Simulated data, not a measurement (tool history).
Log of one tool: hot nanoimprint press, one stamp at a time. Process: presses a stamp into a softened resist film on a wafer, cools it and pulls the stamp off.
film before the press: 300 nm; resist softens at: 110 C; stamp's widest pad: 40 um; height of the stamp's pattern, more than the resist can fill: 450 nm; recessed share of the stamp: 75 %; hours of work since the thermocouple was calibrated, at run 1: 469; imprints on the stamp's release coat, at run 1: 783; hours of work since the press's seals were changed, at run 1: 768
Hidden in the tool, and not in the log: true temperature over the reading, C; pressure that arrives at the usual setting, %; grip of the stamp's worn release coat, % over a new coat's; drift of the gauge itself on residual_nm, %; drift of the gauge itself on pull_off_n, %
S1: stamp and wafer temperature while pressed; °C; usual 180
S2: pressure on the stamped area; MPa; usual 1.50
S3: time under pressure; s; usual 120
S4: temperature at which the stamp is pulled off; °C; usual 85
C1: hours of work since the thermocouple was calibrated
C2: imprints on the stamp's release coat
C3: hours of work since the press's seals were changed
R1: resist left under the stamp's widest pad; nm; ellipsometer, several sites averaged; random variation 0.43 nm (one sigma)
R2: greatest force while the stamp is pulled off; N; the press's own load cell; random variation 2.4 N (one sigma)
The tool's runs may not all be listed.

{"run": 1, "hour": 0.0, "S1": 180, "S2": 1.5, "S3": 120, "S4": 85, "C1": 469, "C2": 783, "C3": 768, "R1": 120.6, "R2": 142}
{"hour": 17.9, "done": "plate thermocouple calibrated"}
{"run": 2, "hour": 58.8, "S1": 180, "S2": 1.5, "S3": 120, "S4": 85, "C1": 30, "C2": 999, "C3": 808, "R1": 122.4, "R2": 147}
{"hour": 72.4, "done": "stamp cleaned and given a new release coat"}
{"run": 3, "hour": 95.2, "S1": 180, "S2": 1.5, "S3": 120, "S4": 85, "C1": 52, "C2": 89, "C3": 830, "R1": 122.7, "R2": 114}
{"run": 4, "hour": 136.5, "S1": 180, "S2": 1.5, "S3": 120, "S4": 85, "C1": 81, "C2": 248, "C3": 860, "R1": 122.9, "R2": 115}
{"run": 5, "hour": 184.8, "S1": 180, "S2": 1.5, "S3": 120, "S4": 85, "C1": 116, "C2": 435, "C3": 895, "R1": 124.2, "R2": 130}
{"run": 6, "hour": 223.1, "S1": 180, "S2": 1.5, "S3": 120, "S4": 85, "C1": 144, "C2": 583, "C3": 923, "R1": 123.9, "R2": 134}
{"run": 7, "hour": 257.5, "S1": 180, "S2": 1.5, "S3": 120, "S4": 85, "C1": 169, "C2": 716, "C3": 947, "R1": 123.7, "R2": 136}
{"run": 8, "hour": 308.2, "S1": 180, "S2": 1.5, "S3": 120, "S4": 84, "C1": 205, "C2": 912, "C3": 984, "R1": 124.0, "R2": 152}
{"hour": 342.2, "done": "stamp cleaned and given a new release coat"}
{"hour": 350.4, "done": "plate thermocouple calibrated, once more"}
{"run": 9, "hour": 359.3, "S1": 180, "S2": 1.5, "S3": 120, "S4": 85, "C1": 6, "C2": 55, "C3": 1015, "R1": 115.3, "R2": 111}
{"run": 10, "hour": 411.5, "S1": 180, "S2": 1.5, "S3": 120, "S4": 85, "C1": 44, "C2": 257, "C3": 1052, "R1": 116.7, "R2": 118}
{"run": 11, "hour": 452.9, "S1": 180, "S2": 1.5, "S3": 97, "S4": 85, "C1": 74, "C2": 416, "C3": 1082, "R1": 125.7, "R2": 126}
{"hour": 510.9, "done": "press's hydraulic seals changed and the load cell set to zero"}
{"run": 12, "hour": 520.2, "S1": 180, "S2": 1.5, "S3": 97, "S4": 85, "C1": 117, "C2": 646, "C3": 7, "R1": 121.2, "R2": 134}
{"run": 13, "hour": 567.2, "S1": 180, "S2": 1.5, "S3": 97, "S4": 85, "C1": 151, "C2": 827, "C3": 41, "R1": 120.7, "R2": 142}
{"hour": 622.2, "done": "stamp cleaned and given a new release coat"}
{"run": 14, "hour": 637.1, "S1": 180, "S2": 1.5, "S3": 155, "S4": 85, "C1": 197, "C2": 58, "C3": 87, "R1": 103.5, "R2": 109}
{"run": 15, "hour": 669.2, "S1": 180, "S2": 1.5, "S3": 155, "S4": 89, "C1": 220, "C2": 182, "C3": 110, "R1": 103.5, "R2": 111}
{"run": 16, "hour": 719.8, "S1": 188, "S2": 1.06, "S3": 142, "S4": 85, "C1": 257, "C2": 377, "C3": 147, "R1": 106.0, "R2": 122}
{"run": 17, "hour": 777.8, "S1": 182, "S2": 1.12, "S3": 211, "S4": 82, "C1": 299, "C2": 601, "C3": 189, "R1": 104.5, "R2": 138}
{"run": 18, "hour": 807.7, "S1": 177, "S2": 1.08, "S3": 69, "S4": 83, "C1": 320, "C2": 717, "C3": 210, "R1": 174.1, "R2": 144}
{"run": 19, "hour": 853.3, "S1": 177, "S2": 1.08, "S3": 69, "S4": 83, "C1": 353, "C2": 893, "C3": 243, "R1": 176.6, "R2": 141}
{"hour": 891.1, "done": "stamp cleaned and given a new release coat"}
{"run": 20, "hour": 919.9, "S1": 177, "S2": 1.08, "S3": 69, "S4": 83, "C1": 397, "C2": 111, "C3": 287, "R1": 177.5, "R2": 118}
{"run": 21, "hour": 969.0, "S1": 180, "S2": 1.27, "S3": 185, "S4": 90, "C1": 433, "C2": 302, "C3": 322, "R1": 109.0, "R2": 113}

Forecast run 22:
{"run": 22, "hour": 999.2, "S1": 180, "S2": 1.27, "S3": 185, "S4": 90, "C1": 455, "C2": 418, "C3": 344, "R1": "?", "R2": "?"}

Run 22 gave R1 109.7 nm, R2 116 N.
Without the tool's hidden state the same run would have given R1 105.3 nm, R2 101 N.

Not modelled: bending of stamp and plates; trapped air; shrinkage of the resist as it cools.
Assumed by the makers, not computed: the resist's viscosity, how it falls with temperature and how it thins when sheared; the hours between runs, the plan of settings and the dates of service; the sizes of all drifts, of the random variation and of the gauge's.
